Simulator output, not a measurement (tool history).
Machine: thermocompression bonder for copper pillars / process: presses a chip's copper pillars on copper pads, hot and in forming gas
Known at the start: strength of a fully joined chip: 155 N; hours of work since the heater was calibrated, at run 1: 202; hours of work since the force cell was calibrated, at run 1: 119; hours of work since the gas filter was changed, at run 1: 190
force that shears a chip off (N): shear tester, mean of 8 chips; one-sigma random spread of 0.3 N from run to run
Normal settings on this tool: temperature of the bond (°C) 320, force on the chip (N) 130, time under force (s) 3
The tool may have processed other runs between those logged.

run	hour	temperature of the bond (°C)	force on the chip (N)	time under force (s)	hours of work since the heater was calibrated	hours of work since the force cell was calibrated	hours of work since the gas filter was changed	force that shears a chip off (N)
1	0.0	320	130	3	202	119	190	97.0
2	8.8	320	130	2	206	123	194	85.9
3	15.6	320	102	2	209	126	197	75.0
4	23.2	303	130	3	212	130	201	86.6
5	30.8	303	130	3	216	133	204	86.7
6	38.3	303	130	3	219	137	207	86.8
7	44.8	320	130	3	222	140	210	97.1
8	52.8	320	130	3	226	143	214	97.8
9	58.1	320	130	3	228	146	216	97.7
10	66.0	320	130	9	232	149	220	127.8
11	70.0	320	130	3	234	151	222	97.8
12	75.9	320	130	3	236	154	225	97.8
13	79.9	320	130	3	238	156	226	97.9
14	84.6	320	109	3	240	158	229	90.1
15	90.9	320	109	3	243	161	231	90.4
16	96.5	334	130	3	246	163	234	106.8
17	105.9	334	130	3	250	168	238	106.9
18	114.3	334	130	3	254	171	242	107.5
19	118.4	334	130	3	256	173	244	106.7
20	125.1	334	130	3	259	176	247	107.6
21	134.5	334	130	3	263	181	251	107.2
22	139.2	320	83	3	265	183	254	79.3
23	145.5	320	172	2	268	186	256	99.7
24	152.3	331	130	2	271	189	260	93.6
25	159.0	329	84	5	274	192	263	100.3
26	167.9	310	84	5	278	196	267	88.8
27	174.1	342	111	3	281	199	270	105.6
28	179.8	298	188	2	284	201	272	89.8
29	188.8	296	158	2	288	205	276	80.9
30	194.4	320	111	3	291	208	279	92.3
# hour 196.7: gauge calibrated
31	199.8	326	158	3	293	210	281	108.7
32	203.9	340	158	8	295	212	283	139.2
33	208.8	323	108	3	297	215	285	90.7
34	215.3	312	103	2	300	218	288	71.2
35	223.0	337	156	2	304	221	292	103.8
36	227.7	308	132	2	306	223	294	79.0
37	237.3	343	109	4	310	228	298	111.1
38	245.3	308	90	3	314	231	302	74.8
39	253.9	320	88	2	318	235	306	70.1

Consider 3 possible next runs. They are alternatives, not a sequence: every one starts from the tool as it was left by run 39. What does each give?
A	259.5	342	88	2	320	238	309	?
B	259.5	298	107	2	320	238	309	?
C	259.5	313	172	6	320	238	309	?

run	force that shears a chip off (N)
A	82.4
B	65.2
C	123.6
What these runs would have given with no unlogged condition in the tool:
run	force that shears a chip off (N)
A	81.7
B	64.6
C	122.7
